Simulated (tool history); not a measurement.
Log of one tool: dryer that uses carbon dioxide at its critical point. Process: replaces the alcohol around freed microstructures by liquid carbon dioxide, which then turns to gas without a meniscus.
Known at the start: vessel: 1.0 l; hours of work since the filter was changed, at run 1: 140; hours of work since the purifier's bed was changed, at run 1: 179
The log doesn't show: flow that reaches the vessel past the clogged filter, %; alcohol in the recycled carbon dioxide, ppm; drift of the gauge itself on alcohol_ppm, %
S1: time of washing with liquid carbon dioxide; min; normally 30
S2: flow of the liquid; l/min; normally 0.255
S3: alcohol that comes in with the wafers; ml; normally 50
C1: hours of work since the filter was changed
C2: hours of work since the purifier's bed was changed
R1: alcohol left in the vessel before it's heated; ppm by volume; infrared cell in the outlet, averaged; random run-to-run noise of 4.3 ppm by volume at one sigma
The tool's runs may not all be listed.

Run 1, hour 0: usual settings; C1 140; C2 179. Result: R1 64 ppm by volume.
Run 2, hour 8.7: usual settings; C1 145; C2 184. Result: R1 69 ppm by volume.
Run 3, hour 17.7: usual settings; C1 151; C2 190. Result: R1 66 ppm by volume.
Run 4, hour 21.7: usual settings; C1 153; C2 192. Result: R1 69 ppm by volume.
Run 5, hour 31: usual settings; C1 159; C2 197. Result: R1 67 ppm by volume.
Run 6, hour 37.9: usual settings but S2 0.198 l/min; C1 163; C2 202. Result: R1 248 ppm by volume.
Run 7, hour 44.1: usual settings but S2 0.198 l/min; C1 166; C2 205. Result: R1 253 ppm by volume.
Run 8, hour 51.8: usual settings but S2 0.198 l/min; C1 171; C2 210. Result: R1 252 ppm by volume.
Run 9, hour 57.6: usual settings but S1 21 min, S2 0.198 l/min; C1 174; C2 213. Result: R1 1169 ppm by volume.
Run 10, hour 65.1: usual settings but S1 21 min, S2 0.198 l/min; C1 179; C2 218. Result: R1 1185 ppm by volume.
Run 11, hour 71.1: usual settings; C1 182; C2 221. Result: R1 74 ppm by volume.
Run 12, hour 77.2: usual settings but S1 39 min; C1 186; C2 225. Result: R1 20 ppm by volume.
Run 13, hour 83.4: usual settings but S1 39 min; C1 190; C2 228. Result: R1 26 ppm by volume.
Run 14, hour 91.8: usual settings but S1 39 min, S3 83 ml; C1 195; C2 233. Result: R1 32 ppm by volume.
Run 15, hour 99.5: usual settings but S1 39 min, S3 83 ml; C1 199; C2 238. Result: R1 32 ppm by volume.
Run 16, hour 107.2: usual settings; C1 204; C2 243. Result: R1 80 ppm by volume.
Run 17, hour 111.3: usual settings; C1 206; C2 245. Result: R1 73 ppm by volume.
Run 18, hour 117.1: usual settings; C1 210; C2 248. Result: R1 78 ppm by volume.
Run 19, hour 124.5: usual settings; C1 214; C2 253. Result: R1 82 ppm by volume.
Run 20, hour 132.5: usual settings; C1 219; C2 258. Result: R1 79 ppm by volume.
Run 21, hour 137.4: usual settings; C1 221; C2 260. Result: R1 78 ppm by volume.
Run 22, hour 144.4: usual settings; C1 226; C2 265. Result: R1 82 ppm by volume.
Run 23, hour 150.6: usual settings but S1 31 min, S3 51 ml; C1 229; C2 268. Result: R1 75 ppm by volume.
Run 24, hour 155: usual settings but S2 0.325 l/min, S3 46 ml; C1 232; C2 271. Result: R1 31 ppm by volume.
Run 25, hour 163.1: usual settings but S2 0.17 l/min, S3 101 ml; C1 237; C2 276. Result: R1 1036 ppm by volume.
Run 26, hour 168.4: usual settings but S2 0.279 l/min; C1 240; C2 279. Result: R1 55 ppm by volume.
Run 27, hour 176.7: usual settings but S2 0.279 l/min; C1 245; C2 284. Result: R1 58 ppm by volume.
Run 28, hour 181.8: usual settings but S1 34 min, S2 0.212 l/min, S3 79 ml; C1 248; C2 287. Result: R1 154 ppm by volume.
Run 29, hour 186.1: usual settings but S1 38 min, S2 0.276 l/min, S3 75 ml; C1 250; C2 289. Result: R1 32 ppm by volume.
Run 30, hour 190: usual settings but S1 23 min, S2 0.202 l/min, S3 36 ml; C1 253; C2 292. Result: R1 586 ppm by volume.
Run 31, hour 197.9: usual settings but S1 23 min, S2 0.202 l/min, S3 36 ml; C1 257; C2 296. Result: R1 594 ppm by volume.
Run 32, hour 203: usual settings but S1 23 min, S2 0.202 l/min, S3 36 ml; C1 260; C2 299. Result: R1 608 ppm by volume.

Run 33 comes next. What will it give?
Run 33, hour 207: usual settings but S1 23 min, S2 0.202 l/min, S3 36 ml; C1 263; C2 302. Result: R1 ?.

R1: 594 ppm by volume
With the hidden condition absent and the run-to-run variation left alone, this run would have shown R1 475 ppm by volume.
